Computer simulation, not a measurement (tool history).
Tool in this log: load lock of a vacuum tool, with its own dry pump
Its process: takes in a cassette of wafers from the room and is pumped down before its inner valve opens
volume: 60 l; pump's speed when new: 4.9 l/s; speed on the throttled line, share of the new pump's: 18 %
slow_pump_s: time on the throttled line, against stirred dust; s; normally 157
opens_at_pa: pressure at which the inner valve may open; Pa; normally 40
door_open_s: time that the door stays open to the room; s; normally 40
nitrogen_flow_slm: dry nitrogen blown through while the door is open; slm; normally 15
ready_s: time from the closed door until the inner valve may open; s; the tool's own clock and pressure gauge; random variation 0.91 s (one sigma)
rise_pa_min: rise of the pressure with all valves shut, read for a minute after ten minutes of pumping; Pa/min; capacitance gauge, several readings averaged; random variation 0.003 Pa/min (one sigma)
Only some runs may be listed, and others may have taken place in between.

run    hour  slow_pump_s  opens_at_pa  door_open_s  nitrogen_flow_slm  incoming humidity of the room's air, %  ready_s  rise_pa_min
  1     0.0          157           40           40                 15                                    43.4    228.7        0.038
  2   257.9          157           40           40                 15                                    45.0    228.1        0.037
  3   572.3          157           40           40                 15                                    45.1    229.5        0.038
  4   954.4          123           40           40                 15                                    45.3    202.1        0.038
  5  1163.2          157           40           40                 15                                    44.2    229.4        0.040
  6  1369.3          157           32           40                 15                                    44.0    232.9        0.039
  7  1592.6          157           32           40                 15                                    44.3    233.4        0.040
  8  1795.3          157           32           40                 15                                    43.3    234.1        0.042
  9  2065.0          157           32           40                 15                                    43.7    233.6        0.036
 10  2234.4          157           40           88                 15                                    44.6    230.2        0.057
 11  2571.3          157           40           88                 15                                    45.5    230.4        0.056
 12  2739.1          157           40           40                 15                                    44.3    231.5        0.044
 13  3017.6          157           40           40                 15                                    46.0    232.4        0.047
 14  3231.4          157           40           40                 15                                    45.7    232.9        0.047
 15  3413.9          157           40           40                 15                                    46.1    231.7        0.039
 16  3612.7          157           40           40                 15                                    46.3    231.6        0.047
 17  3861.4          157           40           40                 15                                    43.1    232.9        0.039
 18  4122.7          157           40           40                 15                                    45.4    232.1        0.043
 19  4360.3          157           40           40                 15                                    45.9    234.0        0.040
 20  4611.9           88           78           27                  5                                    47.8    168.3        0.047
 21  4988.0           88           78           27                  5                                    46.1    169.7        0.052
 22  5209.5           88           78           27                  5                                    45.9    168.9        0.049
 23  5552.4           88           78           27                  5                                    43.3    170.0        0.054
 24  5874.7          157           40           90                 15                                    44.6    233.0        0.070
 25  6098.1          157           42           56                 20                                    47.5    235.4        0.057
 26  6397.6          300           72           26                 40                                    43.9    341.3        0.037
 27  6583.1          157           80           32                 15                                    46.6    224.6        0.053
 28  6911.9           95           39           32                 24                                    41.4    186.3        0.042
 29  7221.7           95           39           32                 24                                    43.9    186.8        0.045
 30  7434.8          157           40           42                 27                                    46.8    235.9        0.052
 31  7677.6          157           40           42                 27                                    41.1    234.3        0.051
 32  7901.9           86           40           48                 15                                    47.8    180.8        0.068
 33  8216.4           90           40           36                 11                                    45.4    182.7        0.060
 34  8467.2          301           40          221                 11                                    45.2    348.6        0.102
 35  8622.0          301           40          221                 11                                    45.5    348.5        0.098
 36  8986.3          157           77           40                 15                                    46.2    226.5        0.066

Below are 5 alternative next runs, each starting from the tool's condition after run 36. Predict each:
  A  9223.6          157           77           40                  8                                    45.8        ?            ?
  B  9223.6          157           47           40                 15                                    42.9        ?            ?
  C  9223.6           85           33           40                 15                                    44.7        ?            ?
  D  9223.6          157           42          159                 15                                    48.6        ?            ?
  E  9223.6          161           77           40                 15                                    44.5        ?            ?

run  ready_s  rise_pa_min
  A    228.3        0.074
  B    235.0        0.057
  C    183.8        0.061
  D    238.7        0.092
  E    231.1        0.061
The same runs, with their run-to-run variation unchanged, on a tool lacking any hidden condition would have given:
run  ready_s  rise_pa_min
  A    217.7        0.045
  B    223.3        0.029
  C    168.9        0.033
  D    226.6        0.063
  E    220.6        0.032
